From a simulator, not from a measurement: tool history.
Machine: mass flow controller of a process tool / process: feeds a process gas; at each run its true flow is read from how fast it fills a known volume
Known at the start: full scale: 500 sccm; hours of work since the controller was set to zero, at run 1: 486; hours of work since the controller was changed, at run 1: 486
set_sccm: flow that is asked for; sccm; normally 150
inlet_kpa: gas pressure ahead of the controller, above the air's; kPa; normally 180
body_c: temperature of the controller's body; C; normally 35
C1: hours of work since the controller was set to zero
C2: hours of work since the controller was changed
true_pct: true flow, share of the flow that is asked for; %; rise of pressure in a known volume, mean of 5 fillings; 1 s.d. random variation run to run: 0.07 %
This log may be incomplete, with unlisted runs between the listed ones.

Run 1, day 0.000: usual settings; C1 486; C2 486. Result: true_pct 99.35 %.
Run 2, day 1.654: usual settings but inlet_kpa 164 kPa; C1 515; C2 515. Result: true_pct 99.36 %.
Run 3, day 3.404: usual settings but inlet_kpa 164 kPa; C1 546; C2 546. Result: true_pct 99.38 %.
Run 4, day 4.733: usual settings but inlet_kpa 164 kPa; C1 569; C2 569. Result: true_pct 99.44 %.
Run 5, day 6.488: usual settings but inlet_kpa 164 kPa; C1 599; C2 599. Result: true_pct 99.52 %.
Run 6, day 7.783: usual settings but inlet_kpa 255 kPa; C1 622; C2 622. Result: true_pct 99.13 %.
Run 7, day 10.912: usual settings; C1 677; C2 677. Result: true_pct 99.47 %.
Run 8, day 13.125: usual settings; C1 715; C2 715. Result: true_pct 99.38 %.
Run 9, day 14.775: usual settings; C1 744; C2 744. Result: true_pct 99.48 %.
Run 10, day 17.133: usual settings but inlet_kpa 173 kPa; C1 785; C2 785. Result: true_pct 99.45 %.
Run 11, day 19.979: usual settings but set_sccm 68 sccm; C1 835; C2 835. Result: true_pct 100.15 %.
Run 12, day 23.096: usual settings but set_sccm 68 sccm; C1 889; C2 889. Result: true_pct 100.24 %.
Run 13, day 25.462: usual settings but set_sccm 68 sccm; C1 930; C2 930. Result: true_pct 100.21 %.
Run 14, day 28.112: usual settings but set_sccm 68 sccm; C1 976; C2 976. Result: true_pct 100.32 %.
Run 15, day 30.212: usual settings but set_sccm 68 sccm, body_c 39 C; C1 1013; C2 1013. Result: true_pct 100.57 %.
Run 16, day 31.579: usual settings; C1 1037; C2 1037. Result: true_pct 99.57 %.
Run 17, day 33.183: usual settings; C1 1065; C2 1065. Result: true_pct 99.55 %.
Run 18, day 35.204: usual settings but body_c 34 C; C1 1100; C2 1100. Result: true_pct 99.46 %.
Run 19, day 37.550: usual settings but body_c 34 C; C1 1141; C2 1141. Result: true_pct 99.70 %.
Run 20, day 39.346: usual settings but body_c 34 C; C1 1172; C2 1172. Result: true_pct 99.64 %.
Run 21, day 41.054: usual settings but body_c 26 C; C1 1202; C2 1202. Result: true_pct 99.38 %.
Run 22, day 43.808: usual settings but body_c 26 C; C1 1250; C2 1250. Result: true_pct 99.33 %.
Run 23, day 45.608: usual settings but inlet_kpa 187 kPa, body_c 30 C; C1 1281; C2 1281. Result: true_pct 99.48 %.
Run 24, day 48.767: usual settings but inlet_kpa 141 kPa, body_c 37 C; C1 1336; C2 1336. Result: true_pct 100.09 %.
Run 25, day 50.179: usual settings but set_sccm 169 sccm, inlet_kpa 152 kPa; C1 1361; C2 1361. Result: true_pct 99.85 %.
Run 26, day 53.050: usual settings but set_sccm 422 sccm, inlet_kpa 219 kPa, body_c 22 C; C1 1411; C2 1411. Result: true_pct 99.42 %.
Run 27, day 55.554: usual settings but set_sccm 103 sccm, body_c 28 C; C1 1455; C2 1455. Result: true_pct 99.82 %.
Run 28, day 57.088: usual settings but set_sccm 229 sccm, body_c 20 C; C1 1481; C2 1481. Result: true_pct 99.15 %.
Run 29, day 60.033: usual settings but set_sccm 229 sccm, body_c 20 C; C1 1533; C2 1533. Result: true_pct 99.07 %.
Run 30, day 61.596: usual settings but set_sccm 229 sccm, body_c 20 C; C1 1560; C2 1560. Result: true_pct 99.04 %.
Run 31, day 64.417: usual settings but set_sccm 229 sccm, inlet_kpa 152 kPa, body_c 20 C; C1 1609; C2 1609. Result: true_pct 99.36 %.
Run 32, day 66.483: usual settings but set_sccm 325 sccm, inlet_kpa 143 kPa, body_c 24 C; C1 1645; C2 1645. Result: true_pct 99.62 %.
Run 33, day 67.808: usual settings but inlet_kpa 193 kPa; C1 1668; C2 1668. Result: true_pct 99.84 %.
Run 34, day 69.129: usual settings but set_sccm 389 sccm, body_c 26 C; C1 1691; C2 1691. Result: true_pct 99.71 %.

Below, each run's measurement less what the same run would have read without the hidden state. Both values contain the same run-to-run variation, but the gauge's scatter may not be the same in both:
What the log doesn't record here: flow at rest that the sensor doesn't see, % of full scale; true flow over the shown one, %; drift of the gauge itself on true_pct, %.
run  true_pct
  1     +0.36
  2     +0.38
  3     +0.40
  4     +0.40
  5     +0.42
  6     +0.43
  7     +0.47
  8     +0.48
  9     +0.50
 10     +0.51
 11     +1.55
 12     +1.63
 13     +1.70
 14     +1.76
 15     +1.82
 16     +0.64
 17     +0.65
 18     +0.67
 19     +0.69
 20     +0.71
 21     +0.73
 22     +0.75
 23     +0.77
 24     +0.79
 25     +0.66
 26     -0.03
 27     +1.47
 28     +0.38
 29     +0.40
 30     +0.40
 31     +0.41
 32     +0.12
 33     +0.95
 34     +0.01

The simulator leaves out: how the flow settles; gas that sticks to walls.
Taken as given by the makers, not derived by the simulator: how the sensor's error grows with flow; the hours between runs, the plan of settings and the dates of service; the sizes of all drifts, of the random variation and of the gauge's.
